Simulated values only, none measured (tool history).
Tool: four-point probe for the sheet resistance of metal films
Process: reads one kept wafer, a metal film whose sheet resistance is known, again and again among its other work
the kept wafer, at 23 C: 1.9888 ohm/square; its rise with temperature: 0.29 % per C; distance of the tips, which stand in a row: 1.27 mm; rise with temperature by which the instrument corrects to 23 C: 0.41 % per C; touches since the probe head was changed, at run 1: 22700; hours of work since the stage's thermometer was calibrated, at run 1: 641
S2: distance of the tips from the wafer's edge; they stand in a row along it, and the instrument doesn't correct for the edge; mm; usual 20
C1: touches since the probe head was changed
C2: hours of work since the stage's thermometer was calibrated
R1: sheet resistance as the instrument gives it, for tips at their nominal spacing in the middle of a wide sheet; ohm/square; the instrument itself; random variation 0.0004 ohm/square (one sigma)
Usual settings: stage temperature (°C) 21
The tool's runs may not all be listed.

Run 1, hour 0: usual settings; C1 22700; C2 641. Result: R1 1.996781 ohm/square.
Run 2, hour 94.5: usual settings; C1 27652; C2 715. Result: R1 1.996091 ohm/square.
Run 3, hour 178.9: usual settings but stage temperature (°C) 20; C1 32074; C2 780. Result: R1 1.9975 ohm/square.
Run 4, hour 270.7: usual settings but stage temperature (°C) 20; C1 36884; C2 852. Result: R1 1.996476 ohm/square.
Run 5, hour 309.4: usual settings but stage temperature (°C) 22; C1 38911; C2 882. Result: R1 1.991059 ohm/square.
Run 6, hour 392.7: usual settings but stage temperature (°C) 19; C1 43276; C2 947. Result: R1 1.998349 ohm/square.
Run 7, hour 434.4: usual settings but stage temperature (°C) 34; C1 45461; C2 980. Result: R1 1.959515 ohm/square.
Run 8, hour 521.9: usual settings; C1 50041; C2 1048. Result: R1 1.991285 ohm/square.
Run 9, hour 574.3: usual settings; C1 52787; C2 1089. Result: R1 1.990493 ohm/square.
Run 10, hour 666.6: usual settings but stage temperature (°C) 33, S2 3 mm; C1 57625; C2 1161. Result: R1 2.126899 ohm/square.
Run 11, hour 707.8: usual settings but stage temperature (°C) 33, S2 3 mm; C1 59782; C2 1193. Result: R1 2.126331 ohm/square.
Run 12, hour 794.4: usual settings but stage temperature (°C) 29, S2 31 mm; C1 64321; C2 1260. Result: R1 1.965474 ohm/square.
Run 13, hour 846.3: usual settings but stage temperature (°C) 29, S2 31 mm; C1 67038; C2 1301. Result: R1 1.965934 ohm/square.
Run 14, hour 908.4: usual settings but stage temperature (°C) 30, S2 31 mm; C1 70292; C2 1349. Result: R1 1.962598 ohm/square.
Run 15, hour 990.7: usual settings but stage temperature (°C) 26, S2 22 mm; C1 74606; C2 1413. Result: R1 1.97284 ohm/square.
Run 16, hour 1048.2: usual settings but stage temperature (°C) 26, S2 22 mm; C1 77615; C2 1458. Result: R1 1.972016 ohm/square.
Run 17, hour 1100.5: usual settings but stage temperature (°C) 22, S2 33 mm; C1 80357; C2 1499. Result: R1 1.979522 ohm/square.
Run 18, hour 1150.5: usual settings but stage temperature (°C) 22, S2 33 mm; C1 82978; C2 1538. Result: R1 1.980076 ohm/square.

5 ways to go on from here, each from the tool as it stands after run 18. What would each give?
Run A, hour 1212.9: usual settings but stage temperature (°C) 31, S2 52 mm; C1 86244; C2 1587. Result: R1 ?.
Run B, hour 1212.9: usual settings but stage temperature (°C) 27, S2 8 mm; C1 86244; C2 1587. Result: R1 ?.
Run C, hour 1212.9: usual settings but stage temperature (°C) 22, S2 62 mm; C1 86244; C2 1587. Result: R1 ?.
Run D, hour 1212.9: usual settings but stage temperature (°C) 31, S2 66 mm; C1 86244; C2 1587. Result: R1 ?.
Run E, hour 1212.9: usual settings but stage temperature (°C) 22, S2 70 mm; C1 86244; C2 1587. Result: R1 ?.

run        R1
  A  1.955413
  B  1.990767
  C  1.977219
  D  1.955236
  E  1.977342
Without the tool's hidden state the same runs would have given:
run        R1
  A   1.96958
  B  2.005159
  C   1.99151
  D  1.969402
  E  1.991634

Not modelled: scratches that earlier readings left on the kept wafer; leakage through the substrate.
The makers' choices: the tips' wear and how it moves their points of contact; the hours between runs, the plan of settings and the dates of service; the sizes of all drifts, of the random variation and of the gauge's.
